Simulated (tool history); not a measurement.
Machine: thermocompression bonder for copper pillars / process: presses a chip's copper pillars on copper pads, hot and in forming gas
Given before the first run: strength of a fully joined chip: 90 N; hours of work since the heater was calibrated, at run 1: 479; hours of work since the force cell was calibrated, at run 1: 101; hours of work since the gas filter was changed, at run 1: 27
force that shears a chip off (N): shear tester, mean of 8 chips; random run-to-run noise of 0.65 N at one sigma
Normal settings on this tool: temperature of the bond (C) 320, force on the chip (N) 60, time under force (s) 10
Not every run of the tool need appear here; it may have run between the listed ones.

run    day  temperature of the bond (C)  force on the chip (N)  time under force (s)  hours of work since the heater was calibrated  hours of work since the force cell was calibrated  hours of work since the gas filter was changed  force that shears a chip off (N)
  1  0.000                          320                     60                    10                                            479                                                101                                              27                              62.5
  2  0.167                          320                     53                    10                                            481                                                103                                              29                              59.6
  3  0.371                          320                     53                    10                                            484                                                106                                              32                              59.4
  4  0.658                          295                     60                    10                                            487                                                110                                              36                              52.5
  5  0.933                          320                     60                    10                                            491                                                113                                              39                              61.8
  6  1.242                          320                     60                    10                                            495                                                117                                              43                              60.6
  7  1.475                          320                     60                    10                                            498                                                120                                              46                              61.7
  8  1.779                          320                     60                    10                                            502                                                124                                              50                              61.4
  9  2.017                          320                     60                    10                                            505                                                127                                              53                              61.6
 10  2.288                          320                     60                    10                                            508                                                130                                              57                              61.5
     2.375  -- force cell calibrated
 11  2.571                          320                     60                    10                                            511                                                  3                                              59                              60.6
 12  2.783                          320                     60                    10                                            514                                                  5                                              62                              61.6
 13  3.083                          320                     60                    10                                            518                                                  9                                              66                              62.1
 14  3.342                          320                     60                    10                                            521                                                 12                                              69                              59.9
 15  3.533                          313                     40                    10                                            523                                                 15                                              72                              50.2
     3.767  -- force cell calibrated, once more
 16  3.904                          320                     54                    22                                            527                                                  2                                              76                              70.5
 17  4.250                          320                     54                    22                                            532                                                  6                                              80                              70.4
 18  4.442                          320                     79                    22                                            534                                                  9                                              82                              76.1
 19  4.654                          320                     79                    22                                            537                                                 11                                              85                              74.7
 20  5.038                          312                     60                    10                                            542                                                 16                                              90                              57.8
 21  5.408                          345                     80                    15                                            547                                                 21                                              95                              77.1
 22  5.717                          334                     74                     7                                            550                                                 25                                              99                              62.1
 23  6.108                          296                     57                     5                                            555                                                 30                                             104                              38.2
 24  6.408                          296                     57                     5                                            559                                                 34                                             108                              38.7
 25  6.762                          296                     57                     5                                            564                                                 38                                             112                              39.1
     7.054  -- forming gas filter changed
 26  7.171                          296                     57                     5                                            569                                                 43                                               1                              42.2
 27  7.562                          296                     57                     5                                            574                                                 48                                               7                              42.0

Alternative continuations, all from the tool just after run 27; predict every row:
  A  7.838                          337                     60                    11                                            577                                                 52                                              10                                 ?
  B  7.838                          320                     37                    18                                            577                                                 52                                              10                                 ?
  C  7.838                          327                     42                    10                                            577                                                 52                                              10                                 ?
  D  7.838                          296                     39                     5                                            577                                                 52                                              10                                 ?
  E  7.838                          337                     69                    15                                            577                                                 52                                              10                                 ?

run  force that shears a chip off (N)
  A                              69.6
  B                              62.1
  C                              58.1
  D                              35.3
  E                              75.8
Stripped of hidden state, with their random variation kept, the same runs would have yielded:
run  force that shears a chip off (N)
  A                              70.5
  B                              63.1
  C                              59.1
  D                              36.1
  E                              76.7

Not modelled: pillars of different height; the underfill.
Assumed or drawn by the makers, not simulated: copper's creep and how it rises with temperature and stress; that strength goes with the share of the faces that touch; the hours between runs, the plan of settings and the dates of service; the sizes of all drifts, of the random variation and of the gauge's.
